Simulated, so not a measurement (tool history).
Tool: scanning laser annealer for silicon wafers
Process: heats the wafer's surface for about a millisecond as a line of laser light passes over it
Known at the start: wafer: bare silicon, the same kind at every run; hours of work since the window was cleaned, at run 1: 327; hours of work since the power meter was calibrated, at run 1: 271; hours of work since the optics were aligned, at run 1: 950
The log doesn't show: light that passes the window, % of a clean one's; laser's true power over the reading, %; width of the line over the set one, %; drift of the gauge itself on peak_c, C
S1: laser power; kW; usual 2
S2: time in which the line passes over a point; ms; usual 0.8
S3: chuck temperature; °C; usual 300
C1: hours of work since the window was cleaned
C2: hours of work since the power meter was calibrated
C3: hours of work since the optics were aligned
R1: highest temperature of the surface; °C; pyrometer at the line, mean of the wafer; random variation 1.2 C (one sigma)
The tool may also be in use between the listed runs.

run 1 hour=0 | S1=2 S2=0.8 S3=300 | C1=327 C2=271 C3=950 | R1=1017
run 2 hour=33.6 | S1=2 S2=0.787 S3=300 | C1=343 C2=286 C3=966 | R1=1014
run 3 hour=71.5 | S1=2.145 S2=0.787 S3=300 | C1=360 C2=303 C3=983 | R1=1062
run 4 hour=102.1 | S1=2.145 S2=0.787 S3=300 | C1=374 C2=317 C3=997 | R1=1060
run 5 hour=137.2 | S1=2.145 S2=0.787 S3=300 | C1=390 C2=333 C3=1013 | R1=1059
run 6 hour=181.3 | S1=2.145 S2=0.787 S3=300 | C1=410 C2=353 C3=1033 | R1=1058
run 7 hour=200.2 | S1=2.145 S2=0.787 S3=300 | C1=419 C2=362 C3=1042 | R1=1060
run 8 hour=246.6 | S1=2.145 S2=0.787 S3=300 | C1=440 C2=383 C3=1063 | R1=1058
-- hour=273.9 window over the wafer cleaned
run 9 hour=295.5 | S1=2.145 S2=0.787 S3=300 | C1=10 C2=405 C3=1085 | R1=1071
run 10 hour=319.9 | S1=1.897 S2=0.8 S3=300 | C1=21 C2=416 C3=1096 | R1=991
run 11 hour=363.9 | S1=1.897 S2=0.8 S3=300 | C1=41 C2=436 C3=1116 | R1=993
run 12 hour=403.9 | S1=1.897 S2=0.8 S3=300 | C1=59 C2=454 C3=1134 | R1=992
run 13 hour=444.4 | S1=2.198 S2=0.755 S3=278 | C1=78 C2=473 C3=1153 | R1=1049
run 14 hour=482.2 | S1=2.148 S2=0.881 S3=285 | C1=95 C2=490 C3=1170 | R1=1094
run 15 hour=516.4 | S1=2.148 S2=0.881 S3=285 | C1=111 C2=506 C3=1186 | R1=1096
run 16 hour=558.7 | S1=1.828 S2=0.565 S3=340 | C1=130 C2=525 C3=1205 | R1=904
run 17 hour=580.9 | S1=2.185 S2=0.951 S3=298 | C1=140 C2=535 C3=1215 | R1=1150
run 18 hour=608.3 | S1=2.185 S2=0.576 S3=298 | C1=153 C2=548 C3=1228 | R1=970
run 19 hour=636.1 | S1=1.74 S2=0.705 S3=300 | C1=166 C2=560 C3=1240 | R1=897
run 20 hour=668.9 | S1=2 S2=0.968 S3=318 | C1=181 C2=575 C3=1255 | R1=1107
run 21 hour=705 | S1=2.143 S2=0.968 S3=288 | C1=197 C2=592 C3=1272 | R1=1130
run 22 hour=741.5 | S1=1.965 S2=0.91 S3=316 | C1=214 C2=609 C3=1289 | R1=1070
run 23 hour=782.8 | S1=1.965 S2=0.91 S3=316 | C1=233 C2=627 C3=1307 | R1=1070
run 24 hour=808.9 | S1=1.859 S2=0.696 S3=300 | C1=245 C2=639 C3=1319 | R1=930

5 ways to go on from here, each from the tool as it stands after run 24. What would each give?
run A hour=852.7 | S1=1.869 S2=0.8 S3=264 | C1=265 C2=659 C3=1339 | R1=?
run B hour=852.7 | S1=1.833 S2=0.816 S3=274 | C1=265 C2=659 C3=1339 | R1=?
run C hour=852.7 | S1=1.825 S2=0.8 S3=300 | C1=265 C2=659 C3=1339 | R1=?
run D hour=852.7 | S1=2.057 S2=0.696 S3=326 | C1=265 C2=659 C3=1339 | R1=?
run E hour=852.7 | S1=2.186 S2=0.571 S3=300 | C1=265 C2=659 C3=1339 | R1=?

run=A R1=938
run=B R1=943
run=C R1=959
run=D R1=1015
run=E R1=967
Without the tool's hidden state the same runs would have given:
run=A R1=950
run=B R1=956
run=C R1=971
run=D R1=1028
run=E R1=979

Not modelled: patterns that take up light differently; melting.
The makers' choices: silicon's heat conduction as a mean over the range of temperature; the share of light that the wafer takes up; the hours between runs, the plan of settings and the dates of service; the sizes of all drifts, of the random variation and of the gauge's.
